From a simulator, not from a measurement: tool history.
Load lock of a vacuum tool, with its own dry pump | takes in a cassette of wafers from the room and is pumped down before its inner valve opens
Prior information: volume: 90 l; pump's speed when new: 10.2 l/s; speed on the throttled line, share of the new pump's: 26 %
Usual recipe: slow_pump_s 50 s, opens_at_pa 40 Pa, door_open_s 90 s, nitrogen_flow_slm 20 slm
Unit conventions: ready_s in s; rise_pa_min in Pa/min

run	hour	slow_pump_s	opens_at_pa	door_open_s	nitrogen_flow_slm	incoming humidity of the room's air, %	ready_s	rise_pa_min
1	0	50	40	90	20	42.1	109.4	0.285
2	396.5	50	40	90	20	48	109	0.324
# hour 936.2: door's seal changed, seat wiped
3	936.2	50	40	90	20	44.2	111.5	0.022
4	1340.5	29	40	90	20	45.7	96	0.027
5	1594.4	29	40	90	20	44.9	96.2	0.032
6	2000.8	29	57	90	20	44	92.1	0.046
7	2460.8	30	40	90	20	49.7	96.2	0.064
8	2945	50	53	90	20	41	109.1	0.077
9	3517	50	53	90	20	41.7	110.9	0.116
10	3973.5	75	40	90	20	46.9	130.5	0.142
11	4209.2	50	40	179	20	43.1	112.7	0.158
12	4510	50	40	179	20	39.8	114.6	0.178
13	4906.4	50	40	179	20	44.1	113.1	0.2
14	5409.8	50	40	179	20	47.5	114.2	0.251
15	5768.1	50	40	179	20	43	113.3	0.274
# hour 6321.2: door's seal changed, seat wiped
16	6334.2	60	40	179	20	40.3	121.3	0.024
17	6639.2	89	40	90	8	48.7	142.4	0.034
18	6931.6	89	40	90	8	48.3	142.2	0.038
19	7244.7	50	40	111	8	45.2	116.7	0.042
20	7528.2	69	40	111	11	44.3	127.7	0.054
21	7984.7	69	40	111	11	43.1	129.5	0.071
22	8371.5	44	56	31	11	44.8	108.6	0.081
23	8837	27	40	90	20	45.6	101.9	0.111
24	9337.2	63	47	53	11	45	124.8	0.141
25	9911.8	34	47	32	36	45	105.4	0.171
26	10266.3	50	79	90	20	44.7	111.7	0.2

Predict the results of run 27:
27	10587.8	37	79	90	10	45	?	?

Logged for run 27: ready_s 102 s, rise_pa_min 0.235 Pa/min.
If the tool had no hidden condition, the same run with the same run-to-run variation would have returned ready_s 89.8 s, rise_pa_min 0.028 Pa/min.
